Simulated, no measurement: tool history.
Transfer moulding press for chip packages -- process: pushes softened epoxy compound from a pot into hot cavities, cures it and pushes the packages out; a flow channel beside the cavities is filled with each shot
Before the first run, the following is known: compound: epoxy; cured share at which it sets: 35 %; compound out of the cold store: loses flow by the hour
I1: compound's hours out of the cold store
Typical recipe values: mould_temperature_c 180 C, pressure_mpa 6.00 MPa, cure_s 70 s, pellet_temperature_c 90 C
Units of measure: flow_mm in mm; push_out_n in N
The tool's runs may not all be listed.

Run 1, day 0.000: usual settings; I1 33.9. Result: flow_mm 573 mm, push_out_n 748 N.
At day 2.100: cavities cleaned with cleaning compound and waxed.
Run 2, day 2.938: usual settings but mould_temperature_c 188 C; I1 29.1. Result: flow_mm 570 mm, push_out_n 800 N.
Run 3, day 4.792: usual settings but mould_temperature_c 188 C, pellet_temperature_c 92 C; I1 15.2. Result: flow_mm 607 mm, push_out_n 777 N.
At day 5.588: cavities cleaned with cleaning compound and waxed.
Run 4, day 8.379: usual settings but mould_temperature_c 188 C, pellet_temperature_c 88 C; I1 30.9. Result: flow_mm 572 mm, push_out_n 656 N.
At day 9.250: cavities cleaned with cleaning compound and waxed.
Run 5, day 11.196: usual settings but mould_temperature_c 188 C, pellet_temperature_c 88 C; I1 23.2. Result: flow_mm 574 mm, push_out_n 634 N.
At day 12.946: cavities cleaned with cleaning compound and waxed.
Run 6, day 13.388: usual settings but mould_temperature_c 188 C, pellet_temperature_c 87 C; I1 39.7. Result: flow_mm 524 mm, push_out_n 491 N.
At day 14.933: cavities cleaned with cleaning compound and waxed, once more.
Run 7, day 17.417: usual settings but mould_temperature_c 188 C, pellet_temperature_c 87 C; I1 34.2. Result: flow_mm 543 mm, push_out_n 654 N.
At day 18.704: cavities cleaned with cleaning compound and waxed.
Run 8, day 19.425: usual settings but mould_temperature_c 188 C, pellet_temperature_c 87 C; I1 24.7. Result: flow_mm 576 mm, push_out_n 548 N.
At day 22.408: cavities cleaned with cleaning compound and waxed.
Run 9, day 22.808: usual settings but mould_temperature_c 187 C; I1 41.2. Result: flow_mm 520 mm, push_out_n 495 N.
At day 26.050: cavities cleaned with cleaning compound and waxed.
Run 10, day 26.221: usual settings; I1 25.6. Result: flow_mm 577 mm, push_out_n 579 N.
Run 11, day 28.375: usual settings; I1 36.8. Result: flow_mm 531 mm, push_out_n 866 N.
At day 29.717: cavities cleaned with cleaning compound and waxed.
Run 12, day 30.446: usual settings; I1 40.5. Result: flow_mm 513 mm, push_out_n 673 N.
At day 31.008: plunger's sealing rings changed.
Run 13, day 32.996: usual settings; I1 22.0. Result: flow_mm 626 mm, push_out_n 905 N.
At day 33.325: cavities cleaned with cleaning compound and waxed.
Run 14, day 35.800: usual settings; I1 32.5. Result: flow_mm 580 mm, push_out_n 873 N.
At day 36.875: cavities cleaned with cleaning compound and waxed.
Run 15, day 39.404: usual settings; I1 41.3. Result: flow_mm 533 mm, push_out_n 831 N.
At day 40.462: cavities cleaned with cleaning compound and waxed.
Run 16, day 42.604: usual settings but mould_temperature_c 179 C, pressure_mpa 5.71 MPa; I1 30.3. Result: flow_mm 565 mm, push_out_n 883 N.
At day 44.042: cavities cleaned with cleaning compound and waxed.
Run 17, day 46.275: usual settings but mould_temperature_c 179 C, pressure_mpa 5.71 MPa; I1 27.2. Result: flow_mm 572 mm, push_out_n 893 N.
At day 47.100: mould's thermocouples calibrated.
At day 47.671: cavities cleaned with cleaning compound and waxed.
Run 18, day 49.308: usual settings but mould_temperature_c 179 C, pressure_mpa 5.71 MPa; I1 9.2. Result: flow_mm 630 mm, push_out_n 882 N.
At day 51.300: cavities cleaned with cleaning compound and waxed.
Run 19, day 51.300: usual settings but mould_temperature_c 179 C, pressure_mpa 5.71 MPa; I1 26.9. Result: flow_mm 575 mm, push_out_n 593 N.
Run 20, day 53.125: usual settings but mould_temperature_c 179 C, pressure_mpa 5.71 MPa; I1 10.8. Result: flow_mm 628 mm, push_out_n 925 N.

Run 21 has not been measured yet. What should we expect?
At day 54.975: cavities cleaned with cleaning compound and waxed.
Run 21, day 56.112: usual settings but mould_temperature_c 175 C, pressure_mpa 5.72 MPa, cure_s 56 s, pellet_temperature_c 95 C; I1 44.9. Result: flow_mm ?, push_out_n ?.

flow_mm: 502 mm
push_out_n: 1500 N
On a tool with no hidden condition, and with the same random variation, this run would have come out at flow_mm 531 mm, push_out_n 1127 N.

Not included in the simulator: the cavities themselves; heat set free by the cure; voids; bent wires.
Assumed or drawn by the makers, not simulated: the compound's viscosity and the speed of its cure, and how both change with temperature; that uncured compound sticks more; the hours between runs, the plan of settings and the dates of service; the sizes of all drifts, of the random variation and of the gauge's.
